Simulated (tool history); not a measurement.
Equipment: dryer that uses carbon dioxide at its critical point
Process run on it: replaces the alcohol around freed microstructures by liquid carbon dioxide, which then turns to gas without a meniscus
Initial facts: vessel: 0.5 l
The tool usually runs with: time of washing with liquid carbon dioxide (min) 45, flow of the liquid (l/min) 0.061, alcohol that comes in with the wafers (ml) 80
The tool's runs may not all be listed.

run	day	time of washing with liquid carbon dioxide (min)	flow of the liquid (l/min)	alcohol that comes in with the wafers (ml)	alcohol left in the vessel before it's heated (ppm by volume)
1	0	45	0.061	80	1907
2	0.479	45	0.061	80	1925
# day 0.862: inlet filter changed
3	0.908	45	0.061	80	1304
4	1.646	45	0.061	80	1281
5	2.075	45	0.061	80	1325
6	2.75	45	0.061	31	615
7	3.492	45	0.0474	80	3797
8	3.925	45	0.0474	80	3748
9	4.45	45	0.0474	80	3781
10	4.921	45	0.0474	80	3839
11	5.279	45	0.0474	80	3946
# day 6.1: purifier's bed changed
12	6.196	45	0.0474	80	3854
13	6.888	45	0.061	38	735
14	7.546	45	0.061	38	761
15	7.958	45	0.061	38	769
16	8.562	45	0.061	53	1140
17	9.258	45	0.061	111	2310
18	10.021	45	0.061	80	1743
19	10.625	53	0.061	80	827
20	11.112	45	0.061	80	1872
21	11.442	45	0.061	80	1868
22	11.917	55	0.061	80	735
# day 12.117: inlet filter changed
23	12.3	55	0.061	80	431
24	13.029	55	0.061	80	437
25	13.679	55	0.061	80	450
26	14.067	55	0.061	80	466

Predict the results of run 27:
27	14.862	62	0.0632	110	?

Run 27 yielded alcohol left in the vessel before it's heated (ppm by volume) 264.
Had the tool carried no hidden state, the very same run would have given alcohol left in the vessel before it's heated (ppm by volume) 185.
